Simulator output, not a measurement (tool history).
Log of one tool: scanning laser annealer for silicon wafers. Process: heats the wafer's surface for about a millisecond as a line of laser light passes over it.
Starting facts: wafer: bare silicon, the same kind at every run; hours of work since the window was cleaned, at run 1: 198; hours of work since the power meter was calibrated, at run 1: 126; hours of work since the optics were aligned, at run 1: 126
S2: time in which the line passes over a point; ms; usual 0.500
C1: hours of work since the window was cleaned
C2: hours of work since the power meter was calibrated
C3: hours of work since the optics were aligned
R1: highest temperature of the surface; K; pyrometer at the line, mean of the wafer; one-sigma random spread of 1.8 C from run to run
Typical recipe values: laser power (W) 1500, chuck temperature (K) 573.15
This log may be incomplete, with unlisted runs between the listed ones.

{"run": 1, "hour": 0.0, "laser power (W)": 1500, "S2": 0.5, "chuck temperature (K)": 573.15, "C1": 198, "C2": 126, "C3": 126, "R1": 1282.15}
{"run": 2, "hour": 18.2, "laser power (W)": 1500, "S2": 0.5, "chuck temperature (K)": 573.15, "C1": 212, "C2": 140, "C3": 140, "R1": 1282.15}
{"run": 3, "hour": 30.3, "laser power (W)": 1404, "S2": 0.5, "chuck temperature (K)": 573.15, "C1": 221, "C2": 149, "C3": 149, "R1": 1222.15}
{"run": 4, "hour": 42.7, "laser power (W)": 1500, "S2": 0.5, "chuck temperature (K)": 588.15, "C1": 231, "C2": 158, "C3": 158, "R1": 1292.15}
{"run": 5, "hour": 63.6, "laser power (W)": 1500, "S2": 0.5, "chuck temperature (K)": 588.15, "C1": 246, "C2": 174, "C3": 174, "R1": 1294.15}
{"run": 6, "hour": 80.8, "laser power (W)": 1500, "S2": 0.5, "chuck temperature (K)": 586.15, "C1": 260, "C2": 187, "C3": 187, "R1": 1290.15}
{"run": 7, "hour": 95.5, "laser power (W)": 1500, "S2": 0.5, "chuck temperature (K)": 573.15, "C1": 271, "C2": 198, "C3": 198, "R1": 1277.15}
{"run": 8, "hour": 104.0, "laser power (W)": 1500, "S2": 0.5, "chuck temperature (K)": 573.15, "C1": 277, "C2": 205, "C3": 205, "R1": 1276.15}
{"run": 9, "hour": 113.8, "laser power (W)": 1504, "S2": 0.444, "chuck temperature (K)": 573.15, "C1": 285, "C2": 212, "C3": 212, "R1": 1236.15}
{"run": 10, "hour": 129.3, "laser power (W)": 1638, "S2": 0.454, "chuck temperature (K)": 567.15, "C1": 296, "C2": 224, "C3": 224, "R1": 1318.15}
{"run": 11, "hour": 142.3, "laser power (W)": 1500, "S2": 0.5, "chuck temperature (K)": 591.15, "C1": 306, "C2": 234, "C3": 234, "R1": 1292.15}
{"run": 12, "hour": 161.1, "laser power (W)": 1486, "S2": 0.5, "chuck temperature (K)": 541.15, "C1": 321, "C2": 248, "C3": 248, "R1": 1232.15}
{"run": 13, "hour": 170.0, "laser power (W)": 1486, "S2": 0.5, "chuck temperature (K)": 541.15, "C1": 327, "C2": 255, "C3": 255, "R1": 1231.15}
{"run": 14, "hour": 189.5, "laser power (W)": 1500, "S2": 0.38, "chuck temperature (K)": 573.15, "C1": 342, "C2": 270, "C3": 270, "R1": 1184.15}

Below are 3 alternative next runs, each starting from the tool's condition after run 14. Predict each:
{"run": "A", "hour": 203.5, "laser power (W)": 1500, "S2": 0.418, "chuck temperature (K)": 612.15, "C1": 353, "C2": 280, "C3": 280, "R1": "?"}
{"run": "B", "hour": 203.5, "laser power (W)": 1500, "S2": 0.369, "chuck temperature (K)": 573.15, "C1": 353, "C2": 280, "C3": 280, "R1": "?"}
{"run": "C", "hour": 203.5, "laser power (W)": 1595, "S2": 0.5, "chuck temperature (K)": 544.15, "C1": 353, "C2": 280, "C3": 280, "R1": "?"}

run=A R1=1250.15
run=B R1=1175.15
run=C R1=1294.15
With the hidden condition removed and each run's random variation left untouched, the same runs would have given:
run=A R1=1274.15
run=B R1=1198.15
run=C R1=1322.15
